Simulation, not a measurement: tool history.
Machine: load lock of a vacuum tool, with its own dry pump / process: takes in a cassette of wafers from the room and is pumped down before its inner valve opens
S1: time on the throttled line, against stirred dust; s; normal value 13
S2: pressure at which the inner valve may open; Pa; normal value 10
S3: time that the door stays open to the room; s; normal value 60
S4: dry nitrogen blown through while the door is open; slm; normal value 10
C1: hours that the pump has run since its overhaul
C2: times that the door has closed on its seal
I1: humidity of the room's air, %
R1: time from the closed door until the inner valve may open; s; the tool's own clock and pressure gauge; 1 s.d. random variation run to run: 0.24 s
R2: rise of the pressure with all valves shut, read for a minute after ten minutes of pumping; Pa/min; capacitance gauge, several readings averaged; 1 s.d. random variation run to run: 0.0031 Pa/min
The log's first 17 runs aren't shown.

Run 18, hour 2319.2: usual settings; C1 8252; C2 18926; I1 47.6. Result: R1 29.6 s, R2 0.098 Pa/min.
Run 19, hour 2434.4: usual settings; C1 8367; C2 19468; I1 45.7. Result: R1 30.0 s, R2 0.095 Pa/min.
Run 20, hour 2531.9: usual settings; C1 8465; C2 19927; I1 43.3. Result: R1 29.8 s, R2 0.088 Pa/min.
Run 21, hour 2635.7: usual settings; C1 8569; C2 20416; I1 45.1. Result: R1 29.8 s, R2 0.087 Pa/min.
Run 22, hour 2767.3: usual settings; C1 8700; C2 21036; I1 45.5. Result: R1 29.4 s, R2 0.097 Pa/min.
Run 23, hour 2881.0: usual settings; C1 8814; C2 21571; I1 41.8. Result: R1 30.0 s, R2 0.082 Pa/min.
Run 24, hour 3055.4: usual settings but S1 19 s, S2 9 Pa, S3 98 s, S4 38 slm; C1 8988; C2 22392; I1 43.6. Result: R1 34.4 s, R2 0.080 Pa/min.
Run 25, hour 3219.7: usual settings but S1 19 s, S2 9 Pa, S3 98 s, S4 38 slm; C1 9153; C2 23166; I1 45.6. Result: R1 34.4 s, R2 0.082 Pa/min.
Run 26, hour 3344.2: usual settings but S1 24 s, S2 9 Pa, S3 98 s, S4 6 slm; C1 9277; C2 23752; I1 48.2. Result: R1 38.4 s, R2 0.146 Pa/min.
Run 27, hour 3495.3: usual settings but S1 24 s, S2 8 Pa, S3 98 s, S4 6 slm; C1 9428; C2 24463; I1 48.2. Result: R1 38.5 s, R2 0.143 Pa/min.
Run 28, hour 3577.1: usual settings but S1 10 s, S2 9 Pa, S3 146 s, S4 30 slm; C1 9510; C2 24848; I1 45.5. Result: R1 27.6 s, R2 0.118 Pa/min.
Run 29, hour 3707.1: usual settings but S1 19 s; C1 9640; C2 25460; I1 44.5. Result: R1 34.0 s, R2 0.086 Pa/min.
At hour 3734.6: door's seal changed, seat wiped.
Run 30, hour 3787.8: usual settings but S1 12 s, S2 11 Pa, S3 131 s, S4 13 slm; C1 9719; C2 251; I1 45.8. Result: R1 28.6 s, R2 0.144 Pa/min.
Run 31, hour 3962.0: usual settings but S1 14 s; C1 9893; C2 1071; I1 41.5. Result: R1 30.8 s, R2 0.081 Pa/min.

The next listed run, before its measurement:
Run 32, hour 4088.1: usual settings but S1 14 s; C1 10020; C2 1665; I1 46.2. Result: R1 ?, R2 ?.

{"run 32": {"R1": 30.0, "R2": 0.085}}
Were there no unlogged condition in the tool, this run, its random variation unchanged, would have produced R1 29.9 s, R2 0.085 Pa/min.
